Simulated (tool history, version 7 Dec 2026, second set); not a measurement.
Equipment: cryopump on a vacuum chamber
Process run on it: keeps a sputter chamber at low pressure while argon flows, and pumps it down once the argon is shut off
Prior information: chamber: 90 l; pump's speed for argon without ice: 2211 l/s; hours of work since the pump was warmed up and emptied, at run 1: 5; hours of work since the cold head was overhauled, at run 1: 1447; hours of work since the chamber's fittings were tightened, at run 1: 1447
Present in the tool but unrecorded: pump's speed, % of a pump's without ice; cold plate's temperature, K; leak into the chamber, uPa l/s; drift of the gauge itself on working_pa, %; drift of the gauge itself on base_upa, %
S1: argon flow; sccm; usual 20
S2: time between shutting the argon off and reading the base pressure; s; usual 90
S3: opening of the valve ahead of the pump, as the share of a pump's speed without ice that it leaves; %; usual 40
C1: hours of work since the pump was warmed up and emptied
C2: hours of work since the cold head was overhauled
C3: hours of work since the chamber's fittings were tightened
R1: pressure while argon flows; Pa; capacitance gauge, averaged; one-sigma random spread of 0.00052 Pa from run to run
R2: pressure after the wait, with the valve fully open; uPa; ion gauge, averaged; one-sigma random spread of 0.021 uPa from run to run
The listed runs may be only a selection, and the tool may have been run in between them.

run   hour  S1   S2  S3   C1    C2    C3      R1    R2
  1      0  20   90  40    5  1447  1447  0.0381  1.21
  2   76.4  20   90  40   68  1510  1510   0.039  1.23
  3  193.5  20   90  40  165  1606  1606  0.0396  1.33
  4  296.5  20   90  40  249  1691  1691  0.0407  1.41
  5  383.8  20   90  40  321  1762  1762  0.0409  1.49
  6  509.2  20   90  40  424  1866  1866  0.0414  1.65
     550.9  -- pump warmed up, emptied and cooled again
  7  578.3  20   90  40   23  1918  1918  0.0376  1.44
  8  640.1  20  179  40   73  1969  1969  0.0392  1.34
  9  748.2  11   30  19  162  2058  2058  0.0453   2.1
 10  837.7  11   30  19  236  2131  2131  0.0449  2.22

Run 11 is up next; what results do you expect?
 11  929.3  11  30  19  311  2207  2207   ?   ?

Run 11 came out at R1 0.0458 Pa, R2 2.29 uPa.
If the tool had no hidden condition, the same run with the same run-to-run variation would have returned R1 0.0446 Pa, R2 0.96 uPa.

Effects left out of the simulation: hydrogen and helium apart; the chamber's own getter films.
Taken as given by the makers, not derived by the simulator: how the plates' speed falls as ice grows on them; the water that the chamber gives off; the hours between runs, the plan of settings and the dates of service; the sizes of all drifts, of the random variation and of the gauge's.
